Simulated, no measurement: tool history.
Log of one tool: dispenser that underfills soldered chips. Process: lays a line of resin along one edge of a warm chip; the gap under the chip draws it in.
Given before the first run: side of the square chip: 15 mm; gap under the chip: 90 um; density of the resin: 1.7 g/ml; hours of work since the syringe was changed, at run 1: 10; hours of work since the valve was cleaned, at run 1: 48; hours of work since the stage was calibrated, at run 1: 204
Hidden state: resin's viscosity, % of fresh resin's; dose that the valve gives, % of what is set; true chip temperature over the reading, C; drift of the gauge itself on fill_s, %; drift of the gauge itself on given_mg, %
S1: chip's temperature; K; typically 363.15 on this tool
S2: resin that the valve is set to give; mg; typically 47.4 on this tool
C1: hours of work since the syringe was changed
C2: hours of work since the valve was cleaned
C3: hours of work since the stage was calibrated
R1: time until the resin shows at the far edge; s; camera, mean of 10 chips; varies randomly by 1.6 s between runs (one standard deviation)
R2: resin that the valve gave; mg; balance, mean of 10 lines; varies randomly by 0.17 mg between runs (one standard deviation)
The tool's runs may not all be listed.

run 1 hour=0.0 | S1=363.15 S2=47.4 | C1=10 C2=48 C3=204 | R1=326.0 R2=46.07
-- hour=0.9 new syringe of resin
run 2 hour=6.6 | S1=363.15 S2=41.6 | C1=3 C2=52 C3=208 | R1=223.3 R2=40.20
-- hour=17.5 new syringe of resin
run 3 hour=19.1 | S1=363.15 S2=47.4 | C1=1 C2=60 C3=215 | R1=182.3 R2=45.74
run 4 hour=25.5 | S1=363.15 S2=47.4 | C1=5 C2=63 C3=219 | R1=244.8 R2=45.62
-- hour=33.8 new syringe of resin
run 5 hour=33.8 | S1=363.15 S2=47.4 | C1=0 C2=68 C3=224 | R1=167.4 R2=45.59
run 6 hour=43.1 | S1=370.15 S2=47.4 | C1=6 C2=74 C3=230 | R1=191.3 R2=45.24
run 7 hour=48.4 | S1=370.15 S2=47.4 | C1=9 C2=77 C3=233 | R1=242.5 R2=45.27
-- hour=50.6 new syringe of resin
run 8 hour=54.4 | S1=370.15 S2=47.4 | C1=2 C2=81 C3=236 | R1=152.9 R2=45.38
run 9 hour=64.0 | S1=363.15 S2=47.4 | C1=8 C2=87 C3=242 | R1=312.9 R2=45.42
-- hour=67.1 new syringe of resin
run 10 hour=76.3 | S1=363.15 S2=47.4 | C1=6 C2=94 C3=249 | R1=256.2 R2=44.69
-- hour=83.8 new syringe of resin
run 11 hour=85.4 | S1=369.15 S2=47.4 | C1=1 C2=99 C3=255 | R1=141.1 R2=44.75
run 12 hour=93.9 | S1=363.15 S2=47.4 | C1=6 C2=104 C3=260 | R1=266.2 R2=44.49
run 13 hour=99.0 | S1=363.15 S2=47.4 | C1=9 C2=108 C3=263 | R1=341.6 R2=44.34
-- hour=100.2 new syringe of resin
run 14 hour=106.8 | S1=363.15 S2=47.4 | C1=4 C2=112 C3=268 | R1=228.3 R2=44.53
-- hour=111.6 dispensing valve cleaned and set on the balance
-- hour=117.5 new syringe of resin
run 15 hour=118.3 | S1=363.15 S2=47.4 | C1=1 C2=4 C3=274 | R1=174.2 R2=47.48
run 16 hour=126.2 | S1=356.15 S2=47.4 | C1=5 C2=9 C3=279 | R1=331.5 R2=46.86
run 17 hour=133.3 | S1=356.15 S2=47.4 | C1=10 C2=13 C3=283 | R1=457.2 R2=47.00
-- hour=134.4 new syringe of resin
run 18 hour=145.1 | S1=363.15 S2=47.4 | C1=7 C2=20 C3=290 | R1=272.1 R2=47.01
-- hour=151.2 new syringe of resin
run 19 hour=154.1 | S1=363.15 S2=47.4 | C1=2 C2=25 C3=295 | R1=194.6 R2=46.55

Estimate the outcome of run 20 from the log above:
run 20 hour=161.5 | S1=355.15 S2=52.5 | C1=6 C2=30 C3=300 | R1=? R2=?

R1: 372.7 s
R2: 51.71 mg
Had the tool carried no hidden state, the very same run would have given R1 217.0 s, R2 52.62 mg.
